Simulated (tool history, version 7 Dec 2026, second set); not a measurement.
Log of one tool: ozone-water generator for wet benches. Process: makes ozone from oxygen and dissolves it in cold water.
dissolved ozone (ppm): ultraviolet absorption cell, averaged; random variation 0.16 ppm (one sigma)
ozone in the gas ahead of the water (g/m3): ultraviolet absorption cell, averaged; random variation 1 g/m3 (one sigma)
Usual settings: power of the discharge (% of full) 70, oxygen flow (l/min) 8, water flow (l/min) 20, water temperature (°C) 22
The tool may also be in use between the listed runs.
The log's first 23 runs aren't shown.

run    hour  power of the discharge (% of full)  oxygen flow (l/min)  water flow (l/min)  water temperature (°C)  hours of work since the electrodes were changed  hours of work since the contactor was cleaned  hours of work since the thermometer was calibrated  dissolved ozone (ppm)  ozone in the gas ahead of the water (g/m3)
 24  2538.3                                  80                10.34                  13                      20                                             3565                                           1769                                                 630                     28                                       174.4
 25  2637.2                                  88                    8                  20                      22                                             3632                                           1836                                                 697                   21.3                                       203.7
 26  2709.8                                  88                    8                  20                      22                                             3681                                           1885                                                 746                   21.6                                       204.5
 27  2808.2                                  88                    8                  20                      22                                             3747                                           1952                                                 813                   21.1                                       204.4
 28  2926.5                                  70                 4.07                  14                      14                                             3828                                           2032                                                 893                   25.3                                       219.5
 29  3019.4                                  70                 4.07                  14                      14                                             3890                                           2095                                                 956                   25.4                                       217.6
 30  3125.9                                  70                 4.07                  14                      14                                             3963                                           2167                                                1028                   25.4                                       217.6
 31  3200.8                                  62                 9.98                  13                      22                                             4013                                           2217                                                1079                   21.8                                         143
 32  3347.3                                  44                12.62                  13                      23                                             4113                                           2317                                                1178                   15.9                                       101.9
 33  3448.7                                  70                 4.16                  20                      25                                             4181                                           2385                                                1247                   15.6                                       215.5
 34  3552.1                                  70                 4.16                  20                      25                                             4251                                           2455                                                1317                   15.3                                       215.7

Forecast each of these 3 alternatives for the next run:
  A  3673.1                                  48                 4.16                  20                      16                                             4333                                           2537                                                1399                      ?                                           ?
  B  3673.1                                  58                 4.16                  21                      23                                             4333                                           2537                                                1399                      ?                                           ?
  C  3673.1                                  70                 8.89                  13                      22                                             4333                                           2537                                                1399                      ?                                           ?

run  dissolved ozone (ppm)  ozone in the gas ahead of the water (g/m3)
  A                   13.3                                       163.2
  B                   13.2                                         188
  C                   24.2                                       161.7
Without the tool's hidden state the same runs would have given:
run  dissolved ozone (ppm)  ozone in the gas ahead of the water (g/m3)
  A                   14.5                                       173.1
  B                   14.7                                       201.9
  C                     27                                       175.9

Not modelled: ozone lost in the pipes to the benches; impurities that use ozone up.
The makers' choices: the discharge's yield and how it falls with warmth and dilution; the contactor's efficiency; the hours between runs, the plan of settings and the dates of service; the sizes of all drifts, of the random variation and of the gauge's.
